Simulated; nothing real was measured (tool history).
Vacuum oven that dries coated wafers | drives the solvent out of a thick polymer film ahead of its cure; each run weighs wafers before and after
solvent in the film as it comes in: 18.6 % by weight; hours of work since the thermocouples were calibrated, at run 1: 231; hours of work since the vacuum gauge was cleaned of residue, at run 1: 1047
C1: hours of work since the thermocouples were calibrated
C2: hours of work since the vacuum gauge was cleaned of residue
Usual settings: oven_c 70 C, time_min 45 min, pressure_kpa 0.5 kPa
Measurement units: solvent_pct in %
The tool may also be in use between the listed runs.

Run 1, hour 0: usual settings; C1 231; C2 1047. Result: solvent_pct 1.26 %.
Run 2, hour 19.2: usual settings; C1 245; C2 1060. Result: solvent_pct 1.19 %.
Run 3, hour 42.2: usual settings; C1 261; C2 1077. Result: solvent_pct 1.24 %.
Run 4, hour 58.9: usual settings; C1 273; C2 1089. Result: solvent_pct 1.21 %.
Run 5, hour 88: usual settings; C1 294; C2 1109. Result: solvent_pct 1.2 %.
Run 6, hour 109.1: usual settings; C1 309; C2 1124. Result: solvent_pct 1.26 %.

Run 7 comes next. What will it give?
Run 7, hour 125.2: usual settings but oven_c 59 C, pressure_kpa 0.423 kPa; C1 321; C2 1136. Result: solvent_pct ?.

Run 7 produced solvent_pct 3.05 %.
The same run, on a tool lacking any hidden state, would have yielded solvent_pct 2.59 %.

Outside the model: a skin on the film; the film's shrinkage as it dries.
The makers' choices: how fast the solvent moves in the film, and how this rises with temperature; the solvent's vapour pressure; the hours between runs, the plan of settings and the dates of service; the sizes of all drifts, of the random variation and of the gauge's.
